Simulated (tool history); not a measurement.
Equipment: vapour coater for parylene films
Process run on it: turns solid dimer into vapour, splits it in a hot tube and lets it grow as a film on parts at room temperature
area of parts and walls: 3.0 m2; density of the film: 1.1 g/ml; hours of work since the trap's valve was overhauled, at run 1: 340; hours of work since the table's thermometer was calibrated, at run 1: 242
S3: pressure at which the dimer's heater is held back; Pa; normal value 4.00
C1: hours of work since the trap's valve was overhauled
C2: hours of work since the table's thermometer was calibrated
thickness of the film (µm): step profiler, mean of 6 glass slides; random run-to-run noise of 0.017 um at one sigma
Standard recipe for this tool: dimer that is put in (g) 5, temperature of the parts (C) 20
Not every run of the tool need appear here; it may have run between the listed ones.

run 1 hour=0.0 | dimer_that_is_put_in_(g)=5 temperature_of_the_parts_(C)=20 S3=4.00 | C1=340 C2=242 | thickness_of_the_film_(µm)=0.90
run 2 hour=15.2 | dimer_that_is_put_in_(g)=5 temperature_of_the_parts_(C)=20 S3=4.00 | C1=353 C2=255 | thickness_of_the_film_(µm)=0.87
run 3 hour=31.2 | dimer_that_is_put_in_(g)=5 temperature_of_the_parts_(C)=20 S3=4.00 | C1=366 C2=268 | thickness_of_the_film_(µm)=0.87
run 4 hour=41.4 | dimer_that_is_put_in_(g)=5 temperature_of_the_parts_(C)=20 S3=4.49 | C1=374 C2=276 | thickness_of_the_film_(µm)=0.85
run 5 hour=56.3 | dimer_that_is_put_in_(g)=5 temperature_of_the_parts_(C)=20 S3=4.49 | C1=386 C2=288 | thickness_of_the_film_(µm)=0.85
run 6 hour=72.4 | dimer_that_is_put_in_(g)=5 temperature_of_the_parts_(C)=15 S3=4.00 | C1=399 C2=301 | thickness_of_the_film_(µm)=1.11
run 7 hour=88.6 | dimer_that_is_put_in_(g)=5 temperature_of_the_parts_(C)=20 S3=4.00 | C1=413 C2=315 | thickness_of_the_film_(µm)=0.85
run 8 hour=103.0 | dimer_that_is_put_in_(g)=5 temperature_of_the_parts_(C)=20 S3=7.39 | C1=424 C2=326 | thickness_of_the_film_(µm)=0.82
run 9 hour=117.5 | dimer_that_is_put_in_(g)=5 temperature_of_the_parts_(C)=21 S3=4.00 | C1=436 C2=338 | thickness_of_the_film_(µm)=0.82
run 10 hour=125.2 | dimer_that_is_put_in_(g)=5 temperature_of_the_parts_(C)=21 S3=4.00 | C1=443 C2=345 | thickness_of_the_film_(µm)=0.84
run 11 hour=133.6 | dimer_that_is_put_in_(g)=5 temperature_of_the_parts_(C)=20 S3=5.16 | C1=449 C2=352 | thickness_of_the_film_(µm)=0.87
run 12 hour=152.2 | dimer_that_is_put_in_(g)=5 temperature_of_the_parts_(C)=20 S3=5.16 | C1=465 C2=367 | thickness_of_the_film_(µm)=0.85
run 13 hour=165.8 | dimer_that_is_put_in_(g)=5 temperature_of_the_parts_(C)=20 S3=4.00 | C1=476 C2=378 | thickness_of_the_film_(µm)=0.87
run 14 hour=174.9 | dimer_that_is_put_in_(g)=5 temperature_of_the_parts_(C)=20 S3=4.00 | C1=483 C2=385 | thickness_of_the_film_(µm)=0.83
run 15 hour=185.5 | dimer_that_is_put_in_(g)=4 temperature_of_the_parts_(C)=20 S3=4.00 | C1=492 C2=394 | thickness_of_the_film_(µm)=0.69
run 16 hour=199.2 | dimer_that_is_put_in_(g)=5 temperature_of_the_parts_(C)=30 S3=4.00 | C1=503 C2=405 | thickness_of_the_film_(µm)=0.51
run 17 hour=213.7 | dimer_that_is_put_in_(g)=5 temperature_of_the_parts_(C)=30 S3=4.00 | C1=515 C2=417 | thickness_of_the_film_(µm)=0.53
run 18 hour=231.0 | dimer_that_is_put_in_(g)=5 temperature_of_the_parts_(C)=30 S3=4.00 | C1=529 C2=431 | thickness_of_the_film_(µm)=0.55
run 19 hour=241.1 | dimer_that_is_put_in_(g)=5 temperature_of_the_parts_(C)=22 S3=4.00 | C1=537 C2=440 | thickness_of_the_film_(µm)=0.80
run 20 hour=254.3 | dimer_that_is_put_in_(g)=5 temperature_of_the_parts_(C)=22 S3=4.00 | C1=548 C2=450 | thickness_of_the_film_(µm)=0.77
run 21 hour=264.3 | dimer_that_is_put_in_(g)=5 temperature_of_the_parts_(C)=20 S3=4.00 | C1=556 C2=459 | thickness_of_the_film_(µm)=0.91
run 22 hour=278.3 | dimer_that_is_put_in_(g)=5 temperature_of_the_parts_(C)=20 S3=4.00 | C1=568 C2=470 | thickness_of_the_film_(µm)=0.87
run 23 hour=288.4 | dimer_that_is_put_in_(g)=5 temperature_of_the_parts_(C)=20 S3=4.00 | C1=576 C2=478 | thickness_of_the_film_(µm)=0.88
run 24 hour=302.8 | dimer_that_is_put_in_(g)=5 temperature_of_the_parts_(C)=20 S3=4.00 | C1=588 C2=490 | thickness_of_the_film_(µm)=0.88
run 25 hour=316.7 | dimer_that_is_put_in_(g)=8 temperature_of_the_parts_(C)=20 S3=6.89 | C1=599 C2=501 | thickness_of_the_film_(µm)=1.31
run 26 hour=324.7 | dimer_that_is_put_in_(g)=8 temperature_of_the_parts_(C)=14 S3=6.89 | C1=606 C2=508 | thickness_of_the_film_(µm)=1.77
-- hour=330.0 trap's valve overhauled
run 27 hour=340.7 | dimer_that_is_put_in_(g)=5 temperature_of_the_parts_(C)=20 S3=4.00 | C1=9 C2=518 | thickness_of_the_film_(µm)=0.88
run 28 hour=349.2 | dimer_that_is_put_in_(g)=5 temperature_of_the_parts_(C)=29 S3=9.21 | C1=16 C2=525 | thickness_of_the_film_(µm)=0.49
run 29 hour=364.0 | dimer_that_is_put_in_(g)=5 temperature_of_the_parts_(C)=17 S3=10.94 | C1=28 C2=537 | thickness_of_the_film_(µm)=0.93
run 30 hour=380.5 | dimer_that_is_put_in_(g)=5 temperature_of_the_parts_(C)=18 S3=2.26 | C1=41 C2=550 | thickness_of_the_film_(µm)=1.03
run 31 hour=391.5 | dimer_that_is_put_in_(g)=5 temperature_of_the_parts_(C)=18 S3=4.69 | C1=50 C2=559 | thickness_of_the_film_(µm)=0.97
run 32 hour=401.2 | dimer_that_is_put_in_(g)=4 temperature_of_the_parts_(C)=18 S3=5.60 | C1=58 C2=567 | thickness_of_the_film_(µm)=0.74
run 33 hour=410.9 | dimer_that_is_put_in_(g)=3 temperature_of_the_parts_(C)=20 S3=4.00 | C1=66 C2=575 | thickness_of_the_film_(µm)=0.53
run 34 hour=421.3 | dimer_that_is_put_in_(g)=7 temperature_of_the_parts_(C)=15 S3=2.43 | C1=75 C2=584 | thickness_of_the_film_(µm)=1.63
run 35 hour=434.0 | dimer_that_is_put_in_(g)=4 temperature_of_the_parts_(C)=20 S3=5.26 | C1=85 C2=594 | thickness_of_the_film_(µm)=0.68
run 36 hour=449.3 | dimer_that_is_put_in_(g)=5 temperature_of_the_parts_(C)=14 S3=4.00 | C1=98 C2=607 | thickness_of_the_film_(µm)=1.17
run 37 hour=463.6 | dimer_that_is_put_in_(g)=5 temperature_of_the_parts_(C)=16 S3=3.22 | C1=109 C2=618 | thickness_of_the_film_(µm)=1.08
run 38 hour=482.1 | dimer_that_is_put_in_(g)=4 temperature_of_the_parts_(C)=16 S3=3.22 | C1=125 C2=634 | thickness_of_the_film_(µm)=0.88
run 39 hour=491.2 | dimer_that_is_put_in_(g)=3 temperature_of_the_parts_(C)=18 S3=2.19 | C1=132 C2=641 | thickness_of_the_film_(µm)=0.59
run 40 hour=500.0 | dimer_that_is_put_in_(g)=3 temperature_of_the_parts_(C)=18 S3=2.19 | C1=139 C2=648 | thickness_of_the_film_(µm)=0.62
run 41 hour=511.2 | dimer_that_is_put_in_(g)=4 temperature_of_the_parts_(C)=20 S3=6.60 | C1=148 C2=657 | thickness_of_the_film_(µm)=0.64
run 42 hour=519.5 | dimer_that_is_put_in_(g)=5 temperature_of_the_parts_(C)=15 S3=3.52 | C1=155 C2=664 | thickness_of_the_film_(µm)=1.12
run 43 hour=528.0 | dimer_that_is_put_in_(g)=2 temperature_of_the_parts_(C)=18 S3=5.79 | C1=162 C2=671 | thickness_of_the_film_(µm)=0.37
run 44 hour=539.1 | dimer_that_is_put_in_(g)=8 temperature_of_the_parts_(C)=14 S3=2.30 | C1=171 C2=680 | thickness_of_the_film_(µm)=1.93
run 45 hour=552.7 | dimer_that_is_put_in_(g)=2 temperature_of_the_parts_(C)=20 S3=4.00 | C1=182 C2=691 | thickness_of_the_film_(µm)=0.38

Alternative continuations, all from the tool just after run 45; predict every row:
run A hour=563.6 | dimer_that_is_put_in_(g)=2 temperature_of_the_parts_(C)=23 S3=2.75 | C1=191 C2=700 | thickness_of_the_film_(µm)=?
run B hour=563.6 | dimer_that_is_put_in_(g)=2 temperature_of_the_parts_(C)=20 S3=2.79 | C1=191 C2=700 | thickness_of_the_film_(µm)=?
run C hour=563.6 | dimer_that_is_put_in_(g)=7 temperature_of_the_parts_(C)=20 S3=9.61 | C1=191 C2=700 | thickness_of_the_film_(µm)=?
run D hour=563.6 | dimer_that_is_put_in_(g)=2 temperature_of_the_parts_(C)=20 S3=5.66 | C1=191 C2=700 | thickness_of_the_film_(µm)=?

run=A thickness_of_the_film_(µm)=0.28
run=B thickness_of_the_film_(µm)=0.35
run=C thickness_of_the_film_(µm)=1.12
run=D thickness_of_the_film_(µm)=0.32
With no hidden state in the tool, these same runs would have given:
run=A thickness_of_the_film_(µm)=0.29
run=B thickness_of_the_film_(µm)=0.35
run=C thickness_of_the_film_(µm)=1.12
run=D thickness_of_the_film_(µm)=0.32
